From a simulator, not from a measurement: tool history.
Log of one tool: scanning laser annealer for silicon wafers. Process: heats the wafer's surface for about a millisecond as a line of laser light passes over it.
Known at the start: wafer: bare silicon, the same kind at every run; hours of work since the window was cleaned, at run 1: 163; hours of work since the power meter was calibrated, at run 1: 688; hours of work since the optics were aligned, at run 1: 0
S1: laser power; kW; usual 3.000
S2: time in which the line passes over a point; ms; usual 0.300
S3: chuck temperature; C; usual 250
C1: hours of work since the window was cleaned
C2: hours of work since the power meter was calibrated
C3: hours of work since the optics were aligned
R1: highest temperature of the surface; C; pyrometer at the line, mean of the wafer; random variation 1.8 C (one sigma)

run 1 hour=0.0 | S1=3.000 S2=0.300 S3=250 | C1=163 C2=688 C3=0 | R1=1048
run 2 hour=82.1 | S1=3.000 S2=0.305 S3=250 | C1=210 C2=735 C3=47 | R1=1051
run 3 hour=121.5 | S1=3.000 S2=0.305 S3=250 | C1=233 C2=758 C3=70 | R1=1052
run 4 hour=186.1 | S1=3.000 S2=0.300 S3=250 | C1=270 C2=795 C3=107 | R1=1042
-- hour=195.4 window over the wafer cleaned
run 5 hour=251.7 | S1=3.000 S2=0.308 S3=250 | C1=32 C2=832 C3=144 | R1=1036
run 6 hour=328.5 | S1=3.199 S2=0.300 S3=240 | C1=77 C2=876 C3=188 | R1=1059
run 7 hour=403.7 | S1=2.553 S2=0.217 S3=250 | C1=120 C2=919 C3=231 | R1=791
run 8 hour=444.2 | S1=2.646 S2=0.323 S3=250 | C1=143 C2=943 C3=255 | R1=951
run 9 hour=506.6 | S1=2.938 S2=0.300 S3=250 | C1=179 C2=979 C3=290 | R1=997
-- hour=556.8 window over the wafer cleaned, once more
run 10 hour=564.1 | S1=2.938 S2=0.300 S3=250 | C1=4 C2=1010 C3=322 | R1=1043

The same runs without the tool's hidden state, with the same run-to-run variation:
The hidden state here: light that passes the window, % of a clean one's; laser's true power over the reading, %; width of the line over the set one, %; drift of the gauge itself on peak_c, C.
run=1 R1=1060
run=2 R1=1067
run=3 R1=1070
run=4 R1=1063
run=5 R1=1073
run=6 R1=1102
run=7 R1=822
run=8 R1=992
run=9 R1=1044
run=10 R1=1044
